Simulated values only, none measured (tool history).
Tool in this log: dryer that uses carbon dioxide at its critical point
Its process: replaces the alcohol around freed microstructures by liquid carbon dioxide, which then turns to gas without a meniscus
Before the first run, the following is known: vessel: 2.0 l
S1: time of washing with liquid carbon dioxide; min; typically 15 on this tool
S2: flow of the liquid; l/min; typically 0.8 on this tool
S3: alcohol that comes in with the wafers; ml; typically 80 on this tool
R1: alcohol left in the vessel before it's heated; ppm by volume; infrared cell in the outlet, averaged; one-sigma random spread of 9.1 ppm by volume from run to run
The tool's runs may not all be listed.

run	hour	S1	S2	S3	R1
1	0	15	0.8	80	617
2	8.6	15	0.8	80	635
3	18.4	15	0.8	80	636
4	29.6	15	0.8	80	659
5	38.5	15	0.8	48	396
6	46.7	15	1.009	80	224
7	60.2	10	0.8	80	2529
8	70.1	10	0.8	80	2563
9	80.2	10	0.8	80	2616
10	88.6	10	0.8	80	2669
11	101.6	12	0.8	80	1574
12	109	15	0.8	80	719
13	122.5	15	0.8	80	723
14	128.4	15	0.8	80	716
15	134.1	15	0.8	80	739
16	142.5	15	0.8	80	761
17	151.2	15	0.754	80	952
18	164.2	15	0.754	80	949
19	175	18	0.678	80	741
20	181.3	18	0.678	80	751
21	187.3	15	0.614	80	2037
22	200.9	9	1.204	32	451
23	208.5	9	1.204	32	446
24	222.4	11	0.608	24	1411
25	235.4	23	0.755	20	59
26	243.6	23	0.755	20	67
27	252.3	11	1.023	43	568
28	259.9	16	0.555	80	2453
29	272.4	16	0.555	80	2465
30	284.7	16	0.555	80	2500
31	292	16	0.555	80	2497
32	303.6	15	0.609	106	3092
33	310.2	15	0.609	106	3042
34	316.6	15	0.54	28	1169
35	322.9	15	0.662	117	2654

A few steps of R1 between consecutive runs. Split each: what settings, incoming material and random variation would produce without the hidden state, and what is left over for the hidden state, along with gauge scatter present in only one of the two compared results (measured, and without hidden state):
The tool's hidden condition here consists of: flow that reaches the vessel past the clogged filter, %; alcohol in the recycled carbon dioxide, ppm; drift of the gauge itself on alcohol_ppm, %.
Run 6 -> 7: S1 15 -> 10, S2 1.009 -> 0.8. R1 +2305 ppm by volume: hidden state +347, all else +1958.
Run 27 -> 28: S1 11 -> 16, S2 1.023 -> 0.555, S3 43 -> 80. R1 +1885 ppm by volume: hidden state +539, all else +1346.
Run 33 -> 34: S2 0.609 -> 0.54, S3 106 -> 28. R1 -1873 ppm by volume: hidden state -686, all else -1187.
Run 34 -> 35: S2 0.54 -> 0.662, S3 28 -> 117. R1 +1485 ppm by volume: hidden state +633, all else +852.
